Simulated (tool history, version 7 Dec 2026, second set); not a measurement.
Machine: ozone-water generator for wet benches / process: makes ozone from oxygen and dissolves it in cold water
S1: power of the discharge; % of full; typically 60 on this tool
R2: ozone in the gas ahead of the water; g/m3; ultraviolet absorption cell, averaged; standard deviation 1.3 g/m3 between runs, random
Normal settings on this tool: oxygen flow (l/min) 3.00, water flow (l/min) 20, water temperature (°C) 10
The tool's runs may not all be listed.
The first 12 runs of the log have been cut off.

Run 13, hour 508.0: usual settings. Result: dissolved ozone (ppm) 20.6, R2 222.6 g/m3.
Run 14, hour 564.3: usual settings. Result: dissolved ozone (ppm) 20.6, R2 223.7 g/m3.
Run 15, hour 622.4: usual settings. Result: dissolved ozone (ppm) 20.4, R2 224.3 g/m3.
Run 16, hour 648.1: usual settings. Result: dissolved ozone (ppm) 20.6, R2 222.5 g/m3.
Run 17, hour 679.5: usual settings. Result: dissolved ozone (ppm) 20.1, R2 221.9 g/m3.
Run 18, hour 710.0: usual settings. Result: dissolved ozone (ppm) 20.6, R2 221.6 g/m3.
Run 19, hour 745.1: usual settings but S1 73 % of full, water temperature (°C) 14. Result: dissolved ozone (ppm) 22.3, R2 252.6 g/m3.
Run 20, hour 798.9: usual settings but water flow (l/min) 15. Result: dissolved ozone (ppm) 26.8, R2 222.3 g/m3.
Run 21, hour 835.4: usual settings but S1 76 % of full, oxygen flow (l/min) 4.05, water flow (l/min) 12, water temperature (°C) 6. Result: dissolved ozone (ppm) 41.3, R2 222.3 g/m3.
Run 22, hour 881.5: usual settings but S1 76 % of full, oxygen flow (l/min) 4.05, water flow (l/min) 13, water temperature (°C) 6. Result: dissolved ozone (ppm) 38.7, R2 221.3 g/m3.
Run 23, hour 916.5: usual settings but S1 79 % of full, oxygen flow (l/min) 2.15, water flow (l/min) 17, water temperature (°C) 7. Result: dissolved ozone (ppm) 26.6, R2 309.7 g/m3.
Run 24, hour 948.1: usual settings but S1 86 % of full, water flow (l/min) 23. Result: dissolved ozone (ppm) 22.4, R2 280.3 g/m3.
Run 25, hour 992.0: usual settings but S1 86 % of full, oxygen flow (l/min) 3.33, water temperature (°C) 7. Result: dissolved ozone (ppm) 27.1, R2 265.2 g/m3.

The next listed run, before its measurement:
Run 26, hour 1038.1: usual settings but S1 100 % of full, water flow (l/min) 29, water temperature (°C) 11. Result: dissolved ozone (ppm) ?, R2 ?.

dissolved ozone (ppm): 19.0
R2: 306.5 g/m3
On a tool with no hidden condition, and with the same random variation, this run would have come out at dissolved ozone (ppm) 20.8, R2 323.5 g/m3.

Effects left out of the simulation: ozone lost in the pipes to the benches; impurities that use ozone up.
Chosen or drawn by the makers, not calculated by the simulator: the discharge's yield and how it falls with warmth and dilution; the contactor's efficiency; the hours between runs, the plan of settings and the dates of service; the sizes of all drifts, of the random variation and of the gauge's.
